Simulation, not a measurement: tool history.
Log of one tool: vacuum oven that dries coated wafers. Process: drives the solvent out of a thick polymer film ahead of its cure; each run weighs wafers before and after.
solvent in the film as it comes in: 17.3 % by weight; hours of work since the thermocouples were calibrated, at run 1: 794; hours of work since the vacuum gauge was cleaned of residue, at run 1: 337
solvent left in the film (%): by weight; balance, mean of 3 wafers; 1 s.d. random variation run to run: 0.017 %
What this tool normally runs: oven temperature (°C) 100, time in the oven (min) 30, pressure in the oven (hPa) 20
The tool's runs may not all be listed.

| run | hour | oven temperature (°C) | time in the oven (min) | pressure in the oven (hPa) | hours of work since the thermocouples were calibrated | hours of work since the vacuum gauge was cleaned of residue | solvent left in the film (%) |
|---|---|---|---|---|---|---|---|
| 1 | 0 | 100 | 30 | 20 | 794 | 337 | 1.71 |
| 2 | 7.9 | 100 | 30 | 10.3 | 799 | 342 | 1.08 |
| 3 | 23.4 | 100 | 17 | 10.3 | 809 | 352 | 2.58 |
| 4 | 36.9 | 100 | 17 | 10.3 | 817 | 360 | 2.61 |
| 5 | 50.7 | 100 | 17 | 10.3 | 826 | 369 | 2.6 |
| 6 | 67.2 | 100 | 17 | 10.3 | 836 | 379 | 2.6 |
| 7 | 74.6 | 99 | 30 | 20 | 841 | 384 | 1.84 |
| 8 | 83.3 | 100 | 30 | 61.3 | 847 | 390 | 4.29 |
| 9 | 97.2 | 100 | 44 | 20 | 855 | 398 | 1.36 |
| 10 | 108.3 | 100 | 30 | 69.7 | 862 | 405 | 4.83 |
| 11 | 122.9 | 100 | 19 | 69.7 | 872 | 415 | 5.71 |
| 12 | 139.9 | 100 | 19 | 69.7 | 883 | 425 | 5.63 |
| 13 | 157.1 | 100 | 30 | 40.3 | 893 | 436 | 2.97 |
|  | 161.2 | oven's thermocouples calibrated |
| 14 | 170.8 | 100 | 30 | 15.5 | 6 | 444 | 1.44 |
| 15 | 184 | 100 | 30 | 15.5 | 14 | 452 | 1.43 |
| 16 | 195.1 | 94 | 30 | 20 | 21 | 459 | 2.89 |
| 17 | 203.2 | 94 | 30 | 20 | 27 | 464 | 2.86 |
| 18 | 216.3 | 94 | 30 | 20 | 35 | 473 | 2.89 |
| 19 | 228 | 100 | 30 | 14.1 | 42 | 480 | 1.31 |
| 20 | 235.7 | 91 | 35 | 10.1 | 47 | 485 | 2.39 |
| 21 | 244.3 | 100 | 41 | 54.2 | 53 | 490 | 3.59 |
| 22 | 256.5 | 100 | 41 | 54.2 | 60 | 498 | 3.58 |
| 23 | 271.4 | 100 | 41 | 54.2 | 70 | 508 | 3.6 |
| 24 | 279 | 97 | 41 | 23.4 | 75 | 512 | 1.99 |
| 25 | 293.8 | 94 | 40 | 11.4 | 84 | 522 | 1.51 |
| 26 | 302.6 | 100 | 18 | 21.9 | 90 | 527 | 3.06 |
| 27 | 312.9 | 99 | 17 | 17.8 | 96 | 534 | 3.3 |

Each row is a separate what-if for the run after 27, all from the same tool condition, not one after another. Results?
| A | 323.9 | 96 | 17 | 17.1 | 103 | 541 | ? |
| B | 323.9 | 100 | 44 | 12.4 | 103 | 541 | ? |
| C | 323.9 | 96 | 21 | 17.8 | 103 | 541 | ? |
| D | 323.9 | 100 | 18 | 73 | 103 | 541 | ? |
| E | 323.9 | 99 | 43 | 17.8 | 103 | 541 | ? |

| run | solvent left in the film (%) |
|---|---|
| A | 4.23 |
| B | 0.89 |
| C | 3.38 |
| D | 5.98 |
| E | 1.34 |
Had the tool no hidden state, the same runs would have come out as:
| run | solvent left in the film (%) |
|---|---|
| A | 4.23 |
| B | 0.89 |
| C | 3.38 |
| D | 5.98 |
| E | 1.34 |
